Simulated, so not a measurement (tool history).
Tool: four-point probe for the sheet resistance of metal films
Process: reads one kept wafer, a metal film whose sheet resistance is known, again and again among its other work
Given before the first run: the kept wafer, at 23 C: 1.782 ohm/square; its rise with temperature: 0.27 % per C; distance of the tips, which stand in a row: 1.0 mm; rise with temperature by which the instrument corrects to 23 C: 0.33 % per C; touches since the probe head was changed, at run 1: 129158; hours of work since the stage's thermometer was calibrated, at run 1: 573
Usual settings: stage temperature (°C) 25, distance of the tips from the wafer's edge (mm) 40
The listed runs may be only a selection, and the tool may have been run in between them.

run	hour	stage temperature (°C)	distance of the tips from the wafer's edge (mm)	touches since the probe head was changed	hours of work since the stage's thermometer was calibrated	sheet resistance as the instrument gives it (ohm/square)
1	0	25	40	129158	573	1.767426
2	14.2	21	40	129955	582	1.771035
3	31.9	26	40	130944	594	1.766305
4	52.7	26	40	132107	608	1.765942
5	76	30	40	133411	624	1.762303
6	87.3	29	40	134047	632	1.763123
7	112.1	25	40	135436	648	1.766574
8	136.2	25	40	136787	665	1.766584
9	163.5	25	40	138312	683	1.766926

Predict the results of run 10:
10	185.4	20	7	139537	698	?

Run 10 came out at sheet resistance as the instrument gives it (ohm/square) 1.790321.
Were there no unlogged condition in the tool, this run, its random variation unchanged, would have produced sheet resistance as the instrument gives it (ohm/square) 1.804518.
